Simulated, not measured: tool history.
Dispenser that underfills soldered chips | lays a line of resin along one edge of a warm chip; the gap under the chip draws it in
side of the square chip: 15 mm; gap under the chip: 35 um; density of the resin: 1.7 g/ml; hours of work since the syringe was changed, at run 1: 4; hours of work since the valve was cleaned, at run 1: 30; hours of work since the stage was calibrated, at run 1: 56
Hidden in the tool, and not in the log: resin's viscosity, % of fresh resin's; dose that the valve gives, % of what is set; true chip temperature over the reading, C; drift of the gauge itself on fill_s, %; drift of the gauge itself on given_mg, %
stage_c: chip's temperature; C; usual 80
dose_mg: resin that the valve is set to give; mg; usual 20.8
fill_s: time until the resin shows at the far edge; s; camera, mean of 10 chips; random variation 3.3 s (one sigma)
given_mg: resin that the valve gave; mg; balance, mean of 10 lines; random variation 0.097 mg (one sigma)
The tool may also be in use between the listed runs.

run,hour,stage_c,dose_mg,hours of work since the syringe was changed,hours of work since the valve was cleaned,hours of work since the stage was calibrated,fill_s,given_mg
1,0,80,20.8,4,30,56,445.4,20.25
2,4.1,80,20.8,7,33,58,527.5,20.15
3,6.8,80,20.8,9,34,60,578.8,20.33
# hour 8.4: new syringe of resin
4,11.3,80,20.8,2,37,63,382.2,20.14
5,16.1,82,20.8,5,40,66,425.6,20.07
6,20.4,82,20.8,8,43,68,494.4,20.15
7,22.9,93,20.8,9,44,70,322.4,19.97
# hour 23.6: new syringe of resin
8,26.3,93,20.8,2,46,72,198.6,19.96
9,30.8,80,20.8,5,49,75,460,19.91
10,35.8,80,20.8,8,52,78,554.7,19.93
# hour 39.1: new syringe of resin
11,39.8,80,20.8,0,54,80,346.1,19.82
12,43.8,80,20.8,3,57,82,403.7,19.91
13,46.9,80,20.8,5,59,84,465,19.8
14,50.3,80,20.8,7,61,87,529.3,19.81
# hour 54.3: new syringe of resin
15,55.8,80,20.8,1,64,90,363.8,19.49
16,59.9,80,20.8,3,67,92,427.7,19.56
17,64.4,80,20.1,6,70,95,522.1,18.98
18,68.2,82,18.2,9,72,98,567.6,17.2
# hour 69.8: new syringe of resin
19,71.2,91,23.1,1,74,99,208.9,21.77
20,74.6,84,24.8,3,76,101,334.3,23.35

Forecast run 21:
21,79.4,84,24.8,6,79,104,?,?

Run 21 gave fill_s 403.3 s, given_mg 23.15 mg.
Without the tool's hidden state the same run would have given fill_s 268.2 s, given_mg 24.78 mg.

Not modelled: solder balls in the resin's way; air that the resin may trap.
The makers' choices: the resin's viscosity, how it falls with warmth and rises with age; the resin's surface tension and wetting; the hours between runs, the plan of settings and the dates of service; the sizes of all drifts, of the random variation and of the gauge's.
